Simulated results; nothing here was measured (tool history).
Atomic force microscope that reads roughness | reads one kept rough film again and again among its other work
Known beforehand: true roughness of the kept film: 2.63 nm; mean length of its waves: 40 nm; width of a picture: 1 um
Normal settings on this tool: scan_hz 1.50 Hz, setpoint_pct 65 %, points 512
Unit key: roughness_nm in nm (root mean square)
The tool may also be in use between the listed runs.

run	hour	scan_hz	setpoint_pct	points	roughness_nm
1	0.0	1.50	65	512	2.304
# hour 36.1: new tip fitted
2	44.5	1.50	65	512	2.361
# hour 86.4: new tip fitted
3	106.3	1.50	65	512	2.242
# hour 134.6: new tip fitted
4	179.5	1.50	65	512	2.069
# hour 185.9: new tip fitted
# hour 232.7: new tip fitted
5	238.9	2.03	65	512	2.312
# hour 283.5: new tip fitted
6	296.7	1.50	65	512	2.318
# hour 334.0: new tip fitted
7	356.3	1.50	65	512	2.213
# hour 380.8: new tip fitted
# hour 430.4: new tip fitted
8	438.6	1.50	65	512	2.332
# hour 472.3: height scale calibrated on a step standard
# hour 482.8: new tip fitted
9	493.2	1.50	72	512	2.293
# hour 533.0: new tip fitted
10	537.5	1.50	72	397	2.346
# hour 581.3: new tip fitted
11	581.8	2.26	59	410	2.422
# hour 634.9: new tip fitted
12	647.7	0.78	69	553	2.353
# hour 681.6: new tip fitted
13	721.8	1.41	84	512	2.003
# hour 728.3: new tip fitted
# hour 775.4: new tip fitted
14	775.4	1.64	65	351	2.419
# hour 826.9: new tip fitted
15	838.6	1.64	65	351	2.320
# hour 877.0: new tip fitted
16	907.9	1.50	65	876	2.165
# hour 926.0: new tip fitted
17	951.7	1.50	65	431	2.214

5 options for the next run, each taken on its own from the tool as it stands now. Forecast them:
# hour 974.5: new tip fitted
# hour 1022.7: new tip fitted
A	1022.7	0.67	65	825	?
# hour 974.5: new tip fitted
# hour 1022.7: new tip fitted
B	1022.7	0.56	65	307	?
# hour 974.5: new tip fitted
# hour 1022.7: new tip fitted
C	1022.7	1.03	88	333	?
# hour 974.5: new tip fitted
# hour 1022.7: new tip fitted
D	1022.7	1.50	65	946	?
# hour 974.5: new tip fitted
# hour 1022.7: new tip fitted
E	1022.7	1.03	57	513	?

run	roughness_nm
A	2.478
B	2.450
C	2.311
D	2.424
E	2.469
With no hidden state in the tool, these same runs would have given:
run	roughness_nm
A	2.484
B	2.457
C	2.317
D	2.430
E	2.475
